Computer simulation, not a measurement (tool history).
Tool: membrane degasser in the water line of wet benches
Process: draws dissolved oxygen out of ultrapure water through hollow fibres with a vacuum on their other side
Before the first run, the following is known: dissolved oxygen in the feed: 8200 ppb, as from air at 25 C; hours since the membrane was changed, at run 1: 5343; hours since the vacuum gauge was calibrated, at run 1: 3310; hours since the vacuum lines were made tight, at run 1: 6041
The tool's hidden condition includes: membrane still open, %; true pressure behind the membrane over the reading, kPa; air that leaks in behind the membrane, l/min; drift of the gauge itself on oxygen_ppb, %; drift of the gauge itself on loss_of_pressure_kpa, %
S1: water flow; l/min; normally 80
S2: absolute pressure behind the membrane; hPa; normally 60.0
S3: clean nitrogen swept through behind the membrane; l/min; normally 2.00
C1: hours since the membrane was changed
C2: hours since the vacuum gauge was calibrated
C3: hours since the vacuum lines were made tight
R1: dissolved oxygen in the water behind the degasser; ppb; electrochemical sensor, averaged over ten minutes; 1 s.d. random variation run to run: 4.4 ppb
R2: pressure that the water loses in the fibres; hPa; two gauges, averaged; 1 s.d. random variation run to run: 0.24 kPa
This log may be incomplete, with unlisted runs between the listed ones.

| run | hour | S1 | S2 | S3 | C1 | C2 | C3 | R1 | R2 |
|---|---|---|---|---|---|---|---|---|---|
| 1 | 0.0 | 80 | 60.0 | 2.00 | 5343 | 3310 | 6041 | 448.2 | 608.9 |
| 2 | 126.3 | 80 | 60.0 | 2.00 | 5470 | 3437 | 6167 | 442.3 | 606.6 |
| 3 | 214.2 | 80 | 60.0 | 2.00 | 5558 | 3525 | 6255 | 449.1 | 608.4 |
| 4 | 341.9 | 80 | 60.0 | 2.46 | 5685 | 3652 | 6383 | 413.5 | 602.8 |
|  | 442.9 | seals of the vacuum lines changed |
| 5 | 483.3 | 80 | 60.0 | 2.46 | 5825 | 3792 | 40 | 411.6 | 607.5 |
| 6 | 628.9 | 97 | 60.0 | 2.00 | 5970 | 3937 | 186 | 546.0 | 736.3 |
| 7 | 727.4 | 69 | 60.0 | 2.00 | 6069 | 4036 | 285 | 381.0 | 524.3 |
| 8 | 890.8 | 69 | 60.0 | 2.00 | 6232 | 4199 | 448 | 383.0 | 526.0 |
| 9 | 1006.2 | 69 | 60.0 | 2.00 | 6348 | 4315 | 563 | 381.7 | 524.4 |
| 10 | 1127.3 | 69 | 60.0 | 2.00 | 6469 | 4436 | 684 | 380.6 | 525.3 |
| 11 | 1245.7 | 124 | 60.0 | 2.00 | 6587 | 4554 | 803 | 659.3 | 946.6 |
| 12 | 1399.8 | 80 | 60.0 | 2.00 | 6741 | 4708 | 957 | 442.0 | 610.3 |
| 13 | 1555.5 | 80 | 60.0 | 2.00 | 6897 | 4864 | 1113 | 443.6 | 608.5 |
| 14 | 1704.4 | 80 | 81.8 | 2.00 | 7046 | 5013 | 1262 | 588.3 | 611.9 |
| 15 | 1809.7 | 80 | 81.8 | 2.00 | 7151 | 5118 | 1367 | 609.7 | 613.6 |
| 16 | 1959.4 | 80 | 81.8 | 2.00 | 7301 | 5268 | 1517 | 611.5 | 613.9 |
| 17 | 2074.7 | 80 | 81.8 | 2.90 | 7416 | 5383 | 1632 | 504.0 | 615.4 |
| 18 | 2198.4 | 60 | 60.7 | 2.90 | 7540 | 5507 | 1756 | 290.3 | 463.0 |
| 19 | 2355.9 | 114 | 139.3 | 4.51 | 7697 | 5664 | 1913 | 862.9 | 872.1 |
| 20 | 2447.8 | 114 | 139.3 | 4.51 | 7789 | 5756 | 2005 | 867.4 | 876.2 |
| 21 | 2591.8 | 54 | 96.9 | 2.38 | 7933 | 5900 | 2149 | 444.8 | 417.0 |
| 22 | 2737.1 | 80 | 72.8 | 2.97 | 8078 | 6046 | 2294 | 455.3 | 612.3 |
| 23 | 2875.1 | 80 | 47.2 | 2.87 | 8216 | 6184 | 2432 | 312.4 | 616.0 |
| 24 | 3012.3 | 80 | 47.2 | 2.78 | 8354 | 6321 | 2569 | 323.8 | 619.2 |
| 25 | 3101.8 | 92 | 97.8 | 2.78 | 8443 | 6410 | 2659 | 677.7 | 708.5 |
| 26 | 3236.8 | 56 | 68.9 | 0.84 | 8578 | 6545 | 2794 | 557.3 | 434.8 |
| 27 | 3367.3 | 93 | 97.9 | 4.55 | 8709 | 6676 | 2924 | 552.4 | 719.4 |
| 28 | 3457.4 | 93 | 97.9 | 4.55 | 8799 | 6766 | 3015 | 547.7 | 720.5 |
| 29 | 3592.7 | 67 | 60.0 | 0.80 | 8934 | 6901 | 3150 | 550.5 | 516.1 |

Forecast each of these 5 alternatives for the next run:
| A | 3703.3 | 85 | 47.1 | 3.78 | 9045 | 7012 | 3260 | ? | ? |
| B | 3703.3 | 50 | 60.0 | 1.79 | 9045 | 7012 | 3260 | ? | ? |
| C | 3703.3 | 63 | 87.8 | 2.53 | 9045 | 7012 | 3260 | ? | ? |
| D | 3703.3 | 80 | 141.2 | 0.81 | 9045 | 7012 | 3260 | ? | ? |
| E | 3703.3 | 103 | 47.1 | 2.08 | 9045 | 7012 | 3260 | ? | ? |

| run | R1 | R2 |
|---|---|---|
| A | 321.5 | 657.0 |
| B | 289.9 | 385.3 |
| C | 463.4 | 484.5 |
| D | 1634.4 | 618.5 |
| E | 452.4 | 798.8 |
Stripped of hidden state, with their random variation kept, the same runs would have yielded:
| run | R1 | R2 |
|---|---|---|
| A | 320.5 | 644.7 |
| B | 289.2 | 378.0 |
| C | 462.5 | 475.3 |
| D | 1633.5 | 606.9 |
| E | 451.0 | 783.7 |

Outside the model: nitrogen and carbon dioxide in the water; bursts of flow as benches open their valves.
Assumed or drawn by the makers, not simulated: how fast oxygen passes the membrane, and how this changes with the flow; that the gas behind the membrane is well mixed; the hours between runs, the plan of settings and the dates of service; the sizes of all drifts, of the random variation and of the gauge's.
